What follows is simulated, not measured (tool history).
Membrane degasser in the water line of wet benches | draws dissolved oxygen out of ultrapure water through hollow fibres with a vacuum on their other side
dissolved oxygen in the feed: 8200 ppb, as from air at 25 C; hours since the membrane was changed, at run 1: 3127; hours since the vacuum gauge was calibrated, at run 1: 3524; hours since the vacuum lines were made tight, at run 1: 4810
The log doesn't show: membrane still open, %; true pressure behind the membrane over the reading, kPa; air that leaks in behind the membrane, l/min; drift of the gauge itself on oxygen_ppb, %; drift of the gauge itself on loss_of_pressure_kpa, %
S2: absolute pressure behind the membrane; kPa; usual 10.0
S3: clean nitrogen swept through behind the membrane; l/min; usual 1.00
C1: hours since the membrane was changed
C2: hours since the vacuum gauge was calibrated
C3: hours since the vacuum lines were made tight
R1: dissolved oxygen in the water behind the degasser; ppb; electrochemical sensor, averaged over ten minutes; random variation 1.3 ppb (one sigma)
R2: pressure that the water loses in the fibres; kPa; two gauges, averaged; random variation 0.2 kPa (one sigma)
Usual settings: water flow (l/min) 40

{"run": 1, "hour": 0.0, "water flow (l/min)": 40, "S2": 10.0, "S3": 1.0, "C1": 3127, "C2": 3524, "C3": 4810, "R1": 526.3, "R2": 44.15}
{"run": 2, "hour": 111.5, "water flow (l/min)": 40, "S2": 6.9, "S3": 1.0, "C1": 3238, "C2": 3636, "C3": 4922, "R1": 296.8, "R2": 44.09}
{"run": 3, "hour": 240.3, "water flow (l/min)": 40, "S2": 6.9, "S3": 1.0, "C1": 3367, "C2": 3765, "C3": 5051, "R1": 297.4, "R2": 43.97}
{"run": 4, "hour": 338.8, "water flow (l/min)": 36, "S2": 6.9, "S3": 1.0, "C1": 3466, "C2": 3863, "C3": 5149, "R1": 273.9, "R2": 39.76}
{"run": 5, "hour": 429.2, "water flow (l/min)": 36, "S2": 6.9, "S3": 1.0, "C1": 3556, "C2": 3953, "C3": 5240, "R1": 273.4, "R2": 39.83}
{"run": 6, "hour": 549.6, "water flow (l/min)": 36, "S2": 6.9, "S3": 0.57, "C1": 3677, "C2": 4074, "C3": 5360, "R1": 415.6, "R2": 39.76}
{"run": 7, "hour": 660.3, "water flow (l/min)": 36, "S2": 6.9, "S3": 0.57, "C1": 3787, "C2": 4185, "C3": 5471, "R1": 415.3, "R2": 39.34}
{"run": 8, "hour": 742.3, "water flow (l/min)": 40, "S2": 10.0, "S3": 1.0, "C1": 3869, "C2": 4267, "C3": 5553, "R1": 528.4, "R2": 44.33}
{"run": 9, "hour": 837.5, "water flow (l/min)": 29, "S2": 10.0, "S3": 1.0, "C1": 3964, "C2": 4362, "C3": 5648, "R1": 407.5, "R2": 31.93}
{"run": 10, "hour": 900.6, "water flow (l/min)": 33, "S2": 10.0, "S3": 1.0, "C1": 4028, "C2": 4425, "C3": 5711, "R1": 454.9, "R2": 36.39}

The next listed run, before its measurement:
{"run": 11, "hour": 1010.9, "water flow (l/min)": 33, "S2": 10.0, "S3": 1.0, "C1": 4138, "C2": 4535, "C3": 5821, "R1": "?", "R2": "?"}

{"run 11": {"R1": 454.1, "R2": 36.51}}
Without the tool's hidden state the same run would have given R1 446.7 ppb, R2 35.96 kPa.
